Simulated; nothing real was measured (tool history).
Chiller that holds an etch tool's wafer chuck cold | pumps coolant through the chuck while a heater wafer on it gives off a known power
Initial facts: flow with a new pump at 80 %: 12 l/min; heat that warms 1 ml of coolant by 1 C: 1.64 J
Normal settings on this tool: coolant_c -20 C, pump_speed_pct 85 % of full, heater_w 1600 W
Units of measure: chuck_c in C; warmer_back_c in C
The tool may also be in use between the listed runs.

run	hour	coolant_c	pump_speed_pct	heater_w	chuck_c	warmer_back_c
1	0.0	-20	85	1600	-7.1	4.54
2	95.5	-20	85	1600	-6.8	4.52
3	165.1	-20	85	1600	-6.9	4.56
4	296.3	-20	85	1600	-6.9	4.50
5	408.8	-20	85	1600	-7.0	4.56
6	470.6	-20	91	1600	-7.8	4.25
7	543.0	-20	91	1600	-7.9	4.23
8	657.7	-23	91	891	-16.4	2.33
9	730.3	-16	82	2263	3.2	6.67
10	802.0	-16	82	1654	-2.1	4.93
11	887.3	-16	82	1654	-2.0	4.90

Below are 5 alternative next runs, each starting from the tool's condition after run 11. Predict each:
A	946.9	-28	80	1654	?	?
B	946.9	-12	82	1351	?	?
C	946.9	-23	82	1490	?	?
D	946.9	-29	85	1315	?	?
E	946.9	-20	71	1789	?	?

run	chuck_c	warmer_back_c
A	-13.8	5.04
B	-0.7	4.04
C	-10.1	4.43
D	-18.3	3.80
E	-2.4	6.23
What these runs would have given with no unlogged condition in the tool:
run	chuck_c	warmer_back_c
A	-13.8	5.04
B	-0.8	4.04
C	-10.1	4.43
D	-18.3	3.80
E	-2.4	6.23

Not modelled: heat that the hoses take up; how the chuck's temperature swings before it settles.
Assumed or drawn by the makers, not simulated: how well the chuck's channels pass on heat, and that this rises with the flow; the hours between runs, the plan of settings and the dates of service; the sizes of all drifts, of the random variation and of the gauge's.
